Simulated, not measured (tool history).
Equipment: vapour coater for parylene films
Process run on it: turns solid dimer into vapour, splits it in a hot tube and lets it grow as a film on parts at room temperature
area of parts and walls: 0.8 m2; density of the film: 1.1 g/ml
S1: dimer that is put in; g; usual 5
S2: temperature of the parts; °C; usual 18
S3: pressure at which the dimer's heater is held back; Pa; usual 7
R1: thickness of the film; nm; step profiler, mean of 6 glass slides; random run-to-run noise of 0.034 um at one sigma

{"run": 1, "hour": 0.0, "S1": 5, "S2": 18, "S3": 7, "R1": 3240}
{"run": 2, "hour": 34.7, "S1": 5, "S2": 18, "S3": 7, "R1": 3280}
{"run": 3, "hour": 80.6, "S1": 5, "S2": 18, "S3": 7, "R1": 3170}
{"run": 4, "hour": 138.3, "S1": 5, "S2": 18, "S3": 7, "R1": 3140}
{"run": 5, "hour": 203.0, "S1": 5, "S2": 11, "S3": 7, "R1": 4260}
{"run": 6, "hour": 252.3, "S1": 5, "S2": 11, "S3": 7, "R1": 4260}
{"run": 7, "hour": 320.5, "S1": 5, "S2": 18, "S3": 11.11, "R1": 2760}
{"run": 8, "hour": 396.4, "S1": 5, "S2": 18, "S3": 7, "R1": 2980}
{"run": 9, "hour": 453.7, "S1": 5, "S2": 23, "S3": 7, "R1": 2370}
{"run": 10, "hour": 489.1, "S1": 5, "S2": 18, "S3": 7, "R1": 2890}
{"run": 11, "hour": 574.4, "S1": 5, "S2": 18, "S3": 7, "R1": 2890}
{"hour": 659.5, "done": "trap's valve overhauled"}
{"run": 12, "hour": 659.5, "S1": 5, "S2": 18, "S3": 7, "R1": 3310}
{"run": 13, "hour": 700.8, "S1": 5, "S2": 18, "S3": 7, "R1": 3280}
{"run": 14, "hour": 756.8, "S1": 5, "S2": 13, "S3": 7, "R1": 4100}
{"run": 15, "hour": 800.7, "S1": 5, "S2": 13, "S3": 7, "R1": 3980}
{"run": 16, "hour": 846.9, "S1": 5, "S2": 13, "S3": 7, "R1": 4010}
{"run": 17, "hour": 892.1, "S1": 5, "S2": 18, "S3": 6.6, "R1": 3180}
{"run": 18, "hour": 933.7, "S1": 3, "S2": 11, "S3": 3.28, "R1": 2980}
{"run": 19, "hour": 995.8, "S1": 2, "S2": 18, "S3": 3.3, "R1": 1470}
{"hour": 1059.3, "done": "table's thermometer calibrated"}
{"run": 20, "hour": 1059.3, "S1": 2, "S2": 18, "S3": 3.3, "R1": 1480}
{"run": 21, "hour": 1132.7, "S1": 2, "S2": 18, "S3": 3.3, "R1": 1420}
{"run": 22, "hour": 1217.2, "S1": 5, "S2": 28, "S3": 7, "R1": 1890}
{"run": 23, "hour": 1300.5, "S1": 5, "S2": 28, "S3": 7, "R1": 1860}
{"run": 24, "hour": 1383.8, "S1": 5, "S2": 28, "S3": 7, "R1": 1830}
{"run": 25, "hour": 1440.1, "S1": 5, "S2": 28, "S3": 7, "R1": 1800}
{"hour": 1448.4, "done": "trap's valve overhauled"}
{"hour": 1472.2, "done": "table's thermometer calibrated, once more"}
{"run": 26, "hour": 1517.0, "S1": 5, "S2": 28, "S3": 7, "R1": 2090}
{"run": 27, "hour": 1595.0, "S1": 5, "S2": 28, "S3": 7, "R1": 2130}
{"run": 28, "hour": 1671.5, "S1": 2, "S2": 28, "S3": 3.25, "R1": 950}
{"run": 29, "hour": 1733.3, "S1": 2, "S2": 28, "S3": 3.25, "R1": 960}
{"run": 30, "hour": 1806.8, "S1": 4, "S2": 19, "S3": 7.98, "R1": 2330}
{"run": 31, "hour": 1878.7, "S1": 5, "S2": 24, "S3": 5.71, "R1": 2430}
{"run": 32, "hour": 1913.8, "S1": 3, "S2": 12, "S3": 7, "R1": 2420}

Below are 4 alternative next runs, each starting from the tool's condition after run 32. Predict each:
{"run": "A", "hour": 1975.0, "S1": 5, "S2": 15, "S3": 7, "R1": "?"}
{"run": "B", "hour": 1975.0, "S1": 4, "S2": 23, "S3": 7.45, "R1": "?"}
{"run": "C", "hour": 1975.0, "S1": 5, "S2": 22, "S3": 5.69, "R1": "?"}
{"run": "D", "hour": 1975.0, "S1": 5, "S2": 12, "S3": 2.08, "R1": "?"}

run=A R1=3510
run=B R1=1880
run=C R1=2710
run=D R1=5020
Take away the tool's hidden state, keep each run's random variation, and the runs would have read:
run=A R1=3850
run=B R1=2070
run=C R1=2970
run=D R1=5520
